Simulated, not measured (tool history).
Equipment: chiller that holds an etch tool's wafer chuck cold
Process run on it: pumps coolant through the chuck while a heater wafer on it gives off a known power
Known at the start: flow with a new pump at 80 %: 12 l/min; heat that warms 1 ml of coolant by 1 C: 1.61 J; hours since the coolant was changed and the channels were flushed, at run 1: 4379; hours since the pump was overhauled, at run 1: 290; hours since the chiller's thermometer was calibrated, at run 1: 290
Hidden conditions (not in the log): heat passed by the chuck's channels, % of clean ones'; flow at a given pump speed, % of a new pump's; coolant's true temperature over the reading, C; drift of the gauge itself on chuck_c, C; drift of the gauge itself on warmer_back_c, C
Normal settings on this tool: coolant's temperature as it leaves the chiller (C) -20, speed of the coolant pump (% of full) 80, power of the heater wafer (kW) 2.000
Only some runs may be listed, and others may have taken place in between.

run     day  coolant's temperature as it leaves the chiller (C)  speed of the coolant pump (% of full)  power of the heater wafer (kW)  hours since the coolant was changed and the channels were flushed  hours since the pump was overhauled  hours since the chiller's thermometer was calibrated  chuck's temperature once it has settled (C)  how much warmer the coolant comes back (C)
  1   0.000                                                 -20                                     80                           2.000                                                               4379                                  290                                                   290                                         -3.9                                        6.31
      0.808  -- coolant changed, channels flushed
  2   4.954                                                 -20                                     80                           1.316                                                                 99                                  403                                                   403                                         -9.7                                        4.17
  3   8.662                                                 -20                                     80                           1.316                                                                189                                  492                                                   492                                         -9.8                                        4.12
  4  12.350                                                 -20                                     80                           1.316                                                                277                                  580                                                   580                                         -9.8                                        4.16
  5  15.738                                                 -20                                     80                           2.000                                                                358                                  661                                                   661                                         -4.3                                        6.38
  6  19.671                                                 -20                                     80                           2.000                                                                453                                  756                                                   756                                         -4.4                                        6.35
     20.312  -- coolant pump overhauled
  7  23.638                                                 -20                                     80                           2.000                                                                543                                   80                                                   846                                         -4.3                                        6.39
  8  26.771                                                 -20                                     80                           1.063                                                                618                                  155                                                   921                                        -11.5                                        3.39
  9  31.483                                                 -20                                     80                           1.063                                                                731                                  268                                                  1034                                        -11.5                                        3.42

Run 10 is up next; what results do you expect?
 10  36.004                                                 -20                                     80                           1.063                                                                840                                  377                                                  1143                                            ?                                           ?

chuck's temperature once it has settled (C): -11.7
how much warmer the coolant comes back (C): 3.38
On a tool with no hidden condition, and with the same random variation, this run would have come out at chuck's temperature once it has settled (C) -12.1, how much warmer the coolant comes back (C) 3.28.

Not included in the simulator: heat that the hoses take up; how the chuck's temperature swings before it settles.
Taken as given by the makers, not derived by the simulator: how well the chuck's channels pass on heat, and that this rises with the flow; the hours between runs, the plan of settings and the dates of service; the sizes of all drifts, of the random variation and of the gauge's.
